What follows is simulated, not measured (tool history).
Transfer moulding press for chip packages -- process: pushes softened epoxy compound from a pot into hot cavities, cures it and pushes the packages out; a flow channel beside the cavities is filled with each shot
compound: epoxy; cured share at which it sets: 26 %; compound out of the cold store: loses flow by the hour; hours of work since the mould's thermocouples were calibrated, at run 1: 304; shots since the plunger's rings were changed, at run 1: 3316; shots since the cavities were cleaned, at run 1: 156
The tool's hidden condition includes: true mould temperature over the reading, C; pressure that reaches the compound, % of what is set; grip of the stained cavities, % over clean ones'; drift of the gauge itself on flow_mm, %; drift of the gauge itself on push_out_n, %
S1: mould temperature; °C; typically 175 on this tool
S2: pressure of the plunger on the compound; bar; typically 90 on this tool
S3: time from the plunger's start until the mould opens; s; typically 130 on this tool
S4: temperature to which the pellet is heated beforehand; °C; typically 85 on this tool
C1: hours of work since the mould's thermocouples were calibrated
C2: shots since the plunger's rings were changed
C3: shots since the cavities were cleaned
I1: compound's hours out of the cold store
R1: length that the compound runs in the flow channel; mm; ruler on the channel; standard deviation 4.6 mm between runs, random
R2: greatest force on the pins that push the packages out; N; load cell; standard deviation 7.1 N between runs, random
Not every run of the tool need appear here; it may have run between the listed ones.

Run 1, hour 0: usual settings; C1 304; C2 3316; C3 156; I1 39. Result: R1 720 mm, R2 344 N.
Run 2, hour 52.9: usual settings; C1 344; C2 3926; C3 766; I1 29.6. Result: R1 733 mm, R2 441 N.
At hour 57.5: cavities cleaned with cleaning compound and waxed.
Run 3, hour 97.5: usual settings; C1 376; C2 4423; C3 461; I1 38.5. Result: R1 707 mm, R2 411 N.
At hour 106.3: plunger's sealing rings changed.
At hour 131.7: cavities cleaned with cleaning compound and waxed.
Run 4, hour 140.2: usual settings; C1 405; C2 374; C3 98; I1 28.4. Result: R1 801 mm, R2 321 N.
Run 5, hour 175.4: usual settings; C1 431; C2 781; C3 505; I1 12.5. Result: R1 846 mm, R2 415 N.
At hour 204.7: cavities cleaned with cleaning compound and waxed.
Run 6, hour 225: usual settings; C1 467; C2 1335; C3 234; I1 33.2. Result: R1 776 mm, R2 358 N.
Run 7, hour 262.8: usual settings; C1 495; C2 1772; C3 671; I1 17.4. Result: R1 829 mm, R2 427 N.
At hour 276.8: cavities cleaned with cleaning compound and waxed.
Run 8, hour 306.7: usual settings but S1 170 °C; C1 527; C2 2261; C3 345; I1 31.6. Result: R1 783 mm, R2 500 N.
At hour 328.9: mould's thermocouples calibrated.
At hour 349.6: cavities cleaned with cleaning compound and waxed.
Run 9, hour 357: usual settings but S1 170 °C; C1 20; C2 2800; C3 85; I1 28. Result: R1 782 mm, R2 406 N.
Run 10, hour 386.6: usual settings but S1 170 °C; C1 42; C2 3142; C3 427; I1 39.6. Result: R1 727 mm, R2 487 N.
At hour 419.7: cavities cleaned with cleaning compound and waxed.
Run 11, hour 425.1: usual settings but S2 72.2 bar; C1 70; C2 3569; C3 62; I1 37. Result: R1 643 mm, R2 308 N.
Run 12, hour 454.6: usual settings but S1 181 °C; C1 92; C2 3909; C3 402; I1 32.7. Result: R1 712 mm, R2 373 N.
Run 13, hour 482.2: usual settings but S1 181 °C; C1 112; C2 4228; C3 721; I1 16.3. Result: R1 763 mm, R2 366 N.
At hour 493.3: cavities cleaned with cleaning compound and waxed.
At hour 510.1: plunger's sealing rings changed.
Run 14, hour 524: usual settings but S1 181 °C; C1 141; C2 161; C3 326; I1 18.5. Result: R1 813 mm, R2 343 N.
At hour 566.6: cavities cleaned with cleaning compound and waxed.
Run 15, hour 576.1: usual settings but S1 181 °C; C1 178; C2 744; C3 109; I1 46.4. Result: R1 725 mm, R2 312 N.
Run 16, hour 610.6: usual settings but S3 131 s; C1 204; C2 1142; C3 507; I1 15.1. Result: R1 836 mm, R2 404 N.
At hour 638.1: cavities cleaned with cleaning compound and waxed.
Run 17, hour 667.8: usual settings but S1 178 °C, S2 81.2 bar, S3 126 s; C1 246; C2 1785; C3 342; I1 20.5. Result: R1 759 mm, R2 372 N.
At hour 710.7: cavities cleaned with cleaning compound and waxed.
Run 18, hour 716.2: usual settings but S1 178 °C, S2 81.2 bar, S3 126 s; C1 281; C2 2326; C3 63; I1 31. Result: R1 710 mm, R2 307 N.
Run 19, hour 750: usual settings but S1 182 °C, S2 100.5 bar, S3 126 s; C1 306; C2 2716; C3 453; I1 43.2. Result: R1 738 mm, R2 366 N.
Run 20, hour 775.3: usual settings but S1 171 °C, S2 68.3 bar, S3 135 s; C1 325; C2 3008; C3 745; I1 39.9. Result: R1 644 mm, R2 494 N.
At hour 782.6: cavities cleaned with cleaning compound and waxed.
Run 21, hour 812.1: usual settings but S1 171 °C, S2 68.3 bar, S3 135 s, S4 84 °C; C1 351; C2 3415; C3 340; I1 16.4. Result: R1 696 mm, R2 433 N.
At hour 854.3: cavities cleaned with cleaning compound and waxed.
Run 22, hour 870: usual settings but S1 176 °C, S2 93.9 bar, S3 158 s, S4 94 °C; C1 393; C2 4066; C3 181; I1 30.6. Result: R1 740 mm, R2 311 N.
Run 23, hour 897.8: usual settings but S1 179 °C, S2 108.7 bar, S3 168 s, S4 89 °C; C1 414; C2 4388; C3 503; I1 11.9. Result: R1 846 mm, R2 339 N.
At hour 909.9: plunger's sealing rings changed.
Run 24, hour 923.3: usual settings but S3 157 s, S4 86 °C; C1 431; C2 155; C3 768; I1 14. Result: R1 858 mm, R2 397 N.
At hour 929.9: cavities cleaned with cleaning compound and waxed.
Run 25, hour 957.6: usual settings but S2 76.8 bar, S3 155 s; C1 456; C2 532; C3 319; I1 11.2. Result: R1 789 mm, R2 343 N.
At hour 1001.4: cavities cleaned with cleaning compound and waxed.
Run 26, hour 1007.7: usual settings but S1 183 °C, S2 69.2 bar, S3 133 s, S4 83 °C; C1 492; C2 1094; C3 73; I1 40.9. Result: R1 641 mm, R2 289 N.
Run 27, hour 1037.3: usual settings but S2 76 bar, S4 82 °C; C1 514; C2 1436; C3 415; I1 24.2. Result: R1 732 mm, R2 395 N.

3 ways to go on from here, each from the tool as it stands after run 27. What would each give?
At hour 1072.1: mould's thermocouples calibrated.
At hour 1073.6: cavities cleaned with cleaning compound and waxed.
Run A, hour 1076: usual settings but S2 89.9 bar; C1 2; C2 1842; C3 28; I1 14.4. Result: R1 ?, R2 ?.
At hour 1072.1: mould's thermocouples calibrated.
At hour 1073.6: cavities cleaned with cleaning compound and waxed.
Run B, hour 1076: usual settings but S3 136 s; C1 2; C2 1842; C3 28; I1 14.7. Result: R1 ?, R2 ?.
At hour 1072.1: mould's thermocouples calibrated.
At hour 1073.6: cavities cleaned with cleaning compound and waxed.
Run C, hour 1076: usual settings but S1 180 °C, S3 144 s, S4 90 °C; C1 2; C2 1842; C3 28; I1 31.7. Result: R1 ?, R2 ?.

run   R1   R2
  A  816  300
  B  825  303
  C  748  273
With no hidden state in the tool, these same runs would have given:
run   R1   R2
  A  851  290
  B  860  292
  C  780  261

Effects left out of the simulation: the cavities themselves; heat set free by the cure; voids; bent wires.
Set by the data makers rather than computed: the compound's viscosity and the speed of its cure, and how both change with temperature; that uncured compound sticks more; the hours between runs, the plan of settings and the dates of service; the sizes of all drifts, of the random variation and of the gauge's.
